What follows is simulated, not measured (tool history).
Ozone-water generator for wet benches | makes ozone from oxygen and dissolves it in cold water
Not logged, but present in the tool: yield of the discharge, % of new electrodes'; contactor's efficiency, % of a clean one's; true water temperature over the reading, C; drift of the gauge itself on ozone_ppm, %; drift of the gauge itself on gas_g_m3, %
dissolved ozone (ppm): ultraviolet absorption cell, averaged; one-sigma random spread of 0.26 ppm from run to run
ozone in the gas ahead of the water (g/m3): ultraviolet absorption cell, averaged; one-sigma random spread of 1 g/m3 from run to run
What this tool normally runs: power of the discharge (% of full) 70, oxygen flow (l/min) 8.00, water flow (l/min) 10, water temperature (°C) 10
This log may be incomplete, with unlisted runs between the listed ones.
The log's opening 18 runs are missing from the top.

| run | hour | power of the discharge (% of full) | oxygen flow (l/min) | water flow (l/min) | water temperature (°C) | hours of work since the electrodes were changed | hours of work since the contactor was cleaned | hours of work since the thermometer was calibrated | dissolved ozone (ppm) | ozone in the gas ahead of the water (g/m3) |
|---|---|---|---|---|---|---|---|---|---|---|
| 19 | 2825.1 | 70 | 4.07 | 12 | 9 | 9652 | 561 | 3358 | 26.7 | 186.5 |
| 20 | 2930.7 | 62 | 8.00 | 10 | 10 | 9743 | 652 | 3449 | 28.0 | 130.9 |
|  | 3000.4 | electrodes of the discharge changed |
| 21 | 3102.4 | 62 | 7.86 | 11 | 10 | 88 | 796 | 3593 | 33.4 | 166.6 |
| 22 | 3328.7 | 70 | 8.00 | 12 | 6 | 284 | 991 | 3788 | 37.3 | 180.2 |
|  | 3438.8 | water thermometer calibrated |
| 23 | 3439.7 | 70 | 8.00 | 10 | 6 | 379 | 1087 | 1 | 41.5 | 177.2 |
| 24 | 3638.2 | 70 | 8.00 | 10 | 6 | 551 | 1259 | 172 | 41.7 | 178.1 |
| 25 | 3804.5 | 70 | 4.03 | 10 | 8 | 695 | 1402 | 316 | 38.9 | 236.6 |
| 26 | 3943.4 | 64 | 5.82 | 13 | 7 | 815 | 1522 | 436 | 31.7 | 188.4 |
| 27 | 4173.8 | 70 | 10.19 | 10 | 6 | 1014 | 1722 | 635 | 40.3 | 160.6 |
| 28 | 4398.7 | 70 | 10.19 | 10 | 6 | 1209 | 1916 | 830 | 39.7 | 159.4 |
| 29 | 4623.2 | 70 | 13.74 | 9 | 12 | 1403 | 2110 | 1024 | 34.8 | 142.4 |
| 30 | 4741.2 | 70 | 13.74 | 9 | 12 | 1505 | 2212 | 1126 | 34.4 | 140.1 |
| 31 | 4873.0 | 41 | 13.74 | 16 | 7 | 1619 | 2326 | 1240 | 19.4 | 94.0 |
| 32 | 5108.5 | 41 | 13.74 | 16 | 7 | 1822 | 2530 | 1444 | 19.6 | 94.4 |

Alternative continuations, all from the tool just after run 32; predict every row:
| A | 5266.8 | 70 | 8.00 | 11 | 10 | 1959 | 2667 | 1581 | ? | ? |
| B | 5266.8 | 70 | 8.00 | 10 | 9 | 1959 | 2667 | 1581 | ? | ? |
| C | 5266.8 | 46 | 7.15 | 16 | 6 | 1959 | 2667 | 1581 | ? | ? |
| D | 5266.8 | 57 | 6.92 | 16 | 15 | 1959 | 2667 | 1581 | ? | ? |
| E | 5266.8 | 41 | 6.31 | 6 | 9 | 1959 | 2667 | 1581 | ? | ? |

| run | dissolved ozone (ppm) | ozone in the gas ahead of the water (g/m3) |
|---|---|---|
| A | 34.0 | 174.6 |
| B | 37.2 | 173.7 |
| C | 20.9 | 132.9 |
| D | 21.1 | 158.7 |
| E | 34.0 | 131.4 |
Take away the tool's hidden state, keep each run's random variation, and the runs would have read:
| run | dissolved ozone (ppm) | ozone in the gas ahead of the water (g/m3) |
|---|---|---|
| A | 37.1 | 182.6 |
| B | 40.4 | 181.7 |
| C | 22.6 | 137.1 |
| D | 22.9 | 164.8 |
| E | 36.0 | 134.9 |

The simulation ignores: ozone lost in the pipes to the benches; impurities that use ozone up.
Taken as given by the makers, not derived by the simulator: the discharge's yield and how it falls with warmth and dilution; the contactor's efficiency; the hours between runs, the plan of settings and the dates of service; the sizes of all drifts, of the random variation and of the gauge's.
